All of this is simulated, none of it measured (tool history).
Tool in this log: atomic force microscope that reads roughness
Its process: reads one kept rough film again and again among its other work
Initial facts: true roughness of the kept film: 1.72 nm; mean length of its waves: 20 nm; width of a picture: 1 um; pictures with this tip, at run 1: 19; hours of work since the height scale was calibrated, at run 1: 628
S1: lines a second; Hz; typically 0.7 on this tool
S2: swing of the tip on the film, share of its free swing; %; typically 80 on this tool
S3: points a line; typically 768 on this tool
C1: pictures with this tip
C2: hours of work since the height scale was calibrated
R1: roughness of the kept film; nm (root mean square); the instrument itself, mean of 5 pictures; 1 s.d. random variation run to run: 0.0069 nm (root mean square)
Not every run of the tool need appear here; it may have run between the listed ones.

run	day	S1	S2	S3	C1	C2	R1
1	0	0.7	80	768	19	628	1.361
2	0.983	0.7	80	768	50	639	1.307
3	3.138	0.7	80	768	117	663	1.208
# day 3.8: new tip fitted
4	5.033	0.7	80	768	39	683	1.343
5	6.146	0.7	80	768	73	696	1.284
# day 8.129: new tip fitted
6	8.421	0.7	80	768	9	721	1.377
7	10.496	0.7	80	738	74	744	1.293
8	12.375	2.073	80	768	132	764	1.093
# day 12.55: new tip fitted
9	13.608	2.073	80	768	33	778	1.232
10	15.25	2.693	80	768	84	796	1.1
# day 16.962: new tip fitted
11	17.246	2.693	80	768	9	818	1.197
12	19.146	2.693	80	768	68	839	1.142
13	21.062	0.603	80	768	128	860	1.223
# day 21.375: new tip fitted
14	23.3	0.603	80	768	60	885	1.313
15	24.554	0.7	80	768	99	899	1.235
16	25.571	0.7	62	963	131	910	1.249
# day 25.796: new tip fitted
17	27.133	0.7	62	963	41	927	1.39
18	28.121	0.7	62	963	72	938	1.342
19	29.783	0.7	62	963	124	956	1.27
# day 30.188: new tip fitted
20	31.742	0.7	62	963	48	978	1.369
21	33.654	3.645	74	963	108	999	1.084
# day 34.592: new tip fitted
22	34.879	2.738	76	344	9	1012	1.232
23	36.192	0.661	66	460	50	1027	1.358
24	37.154	0.661	66	460	80	1037	1.31
# day 38.958: new tip fitted
25	39.212	0.661	66	460	8	1060	1.399
26	40.854	0.661	66	460	60	1078	1.31
27	42.225	2.995	88	1012	102	1093	0.984
# day 43.417: new tip fitted
28	43.838	3.863	75	1012	13	1111	1.188
29	45.646	1.201	56	390	69	1131	1.312
# day 47.788: new tip fitted
30	47.788	1.911	70	1004	0	1154	1.37

Had the tool no unlogged condition, and each run kept its random variation, what would the results have been?
What the log doesn't record here: radius of the tip, nm; height scale over the true one, %; drift of the gauge itself on roughness_nm, %.
run	R1
1	1.392
2	1.388
3	1.38
4	1.405
5	1.395
6	1.385
7	1.405
8	1.266
9	1.274
10	1.215
11	1.207
12	1.232
13	1.412
14	1.405
15	1.382
16	1.448
17	1.447
18	1.442
19	1.434
20	1.441
21	1.216
22	1.23
23	1.421
24	1.42
25	1.415
26	1.42
27	1.12
28	1.201
29	1.416
30	1.363
